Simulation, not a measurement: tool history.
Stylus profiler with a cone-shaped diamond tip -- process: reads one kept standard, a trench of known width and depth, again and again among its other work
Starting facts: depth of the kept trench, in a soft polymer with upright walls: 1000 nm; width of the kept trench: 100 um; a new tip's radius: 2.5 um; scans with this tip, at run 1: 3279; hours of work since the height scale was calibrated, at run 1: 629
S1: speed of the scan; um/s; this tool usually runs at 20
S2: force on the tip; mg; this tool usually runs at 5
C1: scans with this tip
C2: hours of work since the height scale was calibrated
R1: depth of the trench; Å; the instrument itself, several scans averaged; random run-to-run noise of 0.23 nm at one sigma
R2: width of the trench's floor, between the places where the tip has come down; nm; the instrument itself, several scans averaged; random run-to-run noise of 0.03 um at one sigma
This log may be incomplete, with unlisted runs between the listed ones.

run,hour,S1,S2,C1,C2,R1,R2
1,0,20,5,3279,629,10215.5,95910
2,40.9,20,5,3442,660,10214.8,95930
3,83.1,20,5,3611,692,10213.4,95940
4,128.9,20,5,3794,727,10214.1,95870
5,181.8,20,5,4005,768,10214,95920
6,214.3,20,5,4135,793,10216,95930
7,246.6,33,5,4264,817,10210.2,95940
8,300.2,33,5,4478,858,10213.4,95910
9,360.4,20,5,4718,904,10212.1,95950
10,396.8,20,5,4864,932,10211.7,95950
11,449.9,20,5,5076,973,10212.1,95910
12,509.1,20,5,5312,1018,10214.9,95960
13,559.9,20,5,5515,1057,10214.1,95940
14,600.7,75,2.25,5678,1088,10123.5,95640
15,654.5,20,5.7,5893,1130,10236,95910
16,712.9,33,5.7,6126,1174,10233.3,95930
17,773.1,33,5.7,6366,1220,10233.9,95870
18,822,33,4.53,6562,1258,10200.5,95900
19,884.9,33,4.53,6813,1306,10199.3,95870
20,922.4,52,1.72,6963,1335,10106.9,95700
21,983.8,15,4.24,7208,1382,10190,95940

Predict the results of run 22:
22,1015.8,30,2.22,7336,1406,?,?

Run 22 came out at R1 10123.7 Å, R2 95820 nm.
Without the tool's hidden state the same run would have given R1 10124.2 Å, R2 95830 nm.

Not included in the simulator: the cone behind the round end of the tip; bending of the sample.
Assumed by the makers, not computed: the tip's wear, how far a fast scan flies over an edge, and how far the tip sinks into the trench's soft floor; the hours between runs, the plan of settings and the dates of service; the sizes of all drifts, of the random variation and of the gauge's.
